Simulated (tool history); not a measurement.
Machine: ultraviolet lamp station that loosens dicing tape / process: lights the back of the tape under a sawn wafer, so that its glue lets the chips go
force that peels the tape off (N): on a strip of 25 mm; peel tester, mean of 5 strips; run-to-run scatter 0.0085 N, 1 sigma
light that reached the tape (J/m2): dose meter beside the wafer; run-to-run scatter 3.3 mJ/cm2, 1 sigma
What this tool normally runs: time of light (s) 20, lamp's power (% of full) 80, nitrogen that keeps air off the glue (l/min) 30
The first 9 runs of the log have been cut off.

run     day  time of light (s)  lamp's power (% of full)  nitrogen that keeps air off the glue (l/min)  force that peels the tape off (N)  light that reached the tape (J/m2)
 10   6.358                 20                        87                                            30                              0.344                                5300
 11   7.204                 12                        80                                            30                              0.863                                2890
 12   7.812                 12                        80                                            30                              0.841                                2900
 13   8.325                 20                        80                                            30                              0.375                                4820
 14   8.867                 20                        80                                            30                              0.407                                4790
 15   9.696                 20                        80                                            30                              0.385                                4770
 16  10.154                 20                        73                                            30                              0.476                                4350
 17   10.75                 29                        80                                            30                              0.241                                6830
 18  11.596                 33                        67                                            30                              0.252                                6540
 19  12.046                 26                       100                                            30                              0.213                                7640
 20   12.45                 26                       100                                            30                              0.205                                7710
 21  13.188                 26                       100                                            30                              0.227                                7660
 22  13.692                 34                        74                                            11                               0.37                                7400
 23   14.35                 34                        74                                            11                              0.377                                7350
 24  15.217                 20                        76                                            29                              0.456                                4420
 25  15.858                 37                        60                                            39                              0.239                                6450
 26  16.633                 20                        92                                            17                              0.466                                5290
 27  17.271                 20                        92                                            17                              0.464                                5260

Estimate the outcome of run 28 from the log above:
 28  18.083                 12                        62                                            25                                  ?                                   ?

{"run 28": {"force that peels the tape off (N)": 1.415, "light that reached the tape (J/m2)": 2130}}
On a tool with no hidden condition, and with the same random variation, this run would have come out at force that peels the tape off (N) 1.227, light that reached the tape (J/m2) 2400.
